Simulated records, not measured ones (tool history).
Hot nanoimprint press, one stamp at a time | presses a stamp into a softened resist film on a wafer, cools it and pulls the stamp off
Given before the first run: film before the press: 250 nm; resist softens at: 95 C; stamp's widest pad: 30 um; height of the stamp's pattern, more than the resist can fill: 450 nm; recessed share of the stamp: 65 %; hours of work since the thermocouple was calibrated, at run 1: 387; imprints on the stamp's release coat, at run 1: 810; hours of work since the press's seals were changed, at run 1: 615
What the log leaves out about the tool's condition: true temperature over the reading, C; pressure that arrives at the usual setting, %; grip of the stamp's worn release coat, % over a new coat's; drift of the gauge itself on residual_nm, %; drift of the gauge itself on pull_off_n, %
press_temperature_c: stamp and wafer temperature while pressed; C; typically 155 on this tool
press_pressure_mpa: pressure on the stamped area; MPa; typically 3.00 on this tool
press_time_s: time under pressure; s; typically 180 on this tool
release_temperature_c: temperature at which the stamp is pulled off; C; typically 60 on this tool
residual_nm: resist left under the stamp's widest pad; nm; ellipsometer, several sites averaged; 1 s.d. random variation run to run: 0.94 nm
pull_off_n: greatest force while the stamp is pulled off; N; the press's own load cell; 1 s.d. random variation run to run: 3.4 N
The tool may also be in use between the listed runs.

run	hour	press_temperature_c	press_pressure_mpa	press_time_s	release_temperature_c	hours of work since the thermocouple was calibrated	imprints on the stamp's release coat	hours of work since the press's seals were changed	residual_nm	pull_off_n
1	0.0	155	3.00	180	60	387	810	615	129.3	164
2	28.0	155	3.00	180	60	401	907	629	133.1	161
3	49.3	155	3.00	180	60	412	981	640	132.8	165
4	78.7	148	3.00	180	60	427	1082	654	165.8	163
5	124.7	148	3.00	180	60	450	1241	678	165.6	166
6	143.9	155	3.00	180	60	460	1308	687	131.5	167
7	169.1	155	3.00	180	60	472	1395	700	132.8	167
8	192.9	155	3.00	180	60	484	1477	712	132.2	166
# hour 218.1: plate thermocouple calibrated
9	229.7	155	3.00	180	60	6	1594	729	133.8	164
# hour 272.0: stamp cleaned and given a new release coat
10	277.1	147	3.00	180	60	27	18	750	168.7	168
11	302.2	147	3.00	180	60	39	104	762	169.0	165
12	349.1	147	3.00	180	60	63	267	786	170.3	164
13	394.8	147	3.00	180	60	86	425	809	169.9	168
14	426.2	147	3.00	180	60	102	534	825	171.1	161
15	445.9	147	3.00	180	60	112	602	835	169.1	161
16	471.9	147	3.00	180	60	125	692	848	169.8	165
17	505.8	147	3.00	180	60	142	809	865	171.2	164
18	552.4	147	3.00	180	60	165	970	888	170.5	165
19	579.9	157	3.00	115	47	179	1065	902	141.9	208
20	603.4	164	3.59	251	54	191	1147	914	77.7	184
21	625.8	164	3.59	251	54	202	1224	925	78.1	186
22	658.6	148	4.28	251	54	219	1338	942	127.6	189
23	681.6	152	3.00	93	60	230	1417	953	175.0	164
24	712.0	152	3.00	93	60	246	1522	969	174.3	165
25	754.4	159	2.36	295	65	267	1669	990	110.2	154
# hour 774.6: stamp cleaned and given a new release coat
26	779.9	165	2.03	180	58	277	19	1000	117.2	167
27	826.8	149	4.17	332	63	300	181	1023	112.8	156
28	864.4	164	3.26	186	64	319	311	1042	92.8	153
29	894.2	164	3.26	186	64	334	414	1057	93.6	150

Consider 5 possible next runs. They are alternatives, not a sequence: every one starts from the tool as it was left by run 29. What does each give?
A	938.8	165	2.56	186	48	357	569	1080	?	?
B	938.8	164	3.26	186	51	357	569	1080	?	?
C	938.8	155	2.24	180	60	357	569	1080	?	?
D	938.8	162	3.75	180	60	357	569	1080	?	?
E	938.8	162	2.90	180	60	357	569	1080	?	?

run	residual_nm	pull_off_n
A	103.2	203
B	92.5	197
C	150.4	165
D	92.5	167
E	106.8	164
What these runs would have given with no unlogged condition in the tool:
run	residual_nm	pull_off_n
A	103.0	203
B	92.2	196
C	150.1	164
D	92.2	166
E	106.5	163
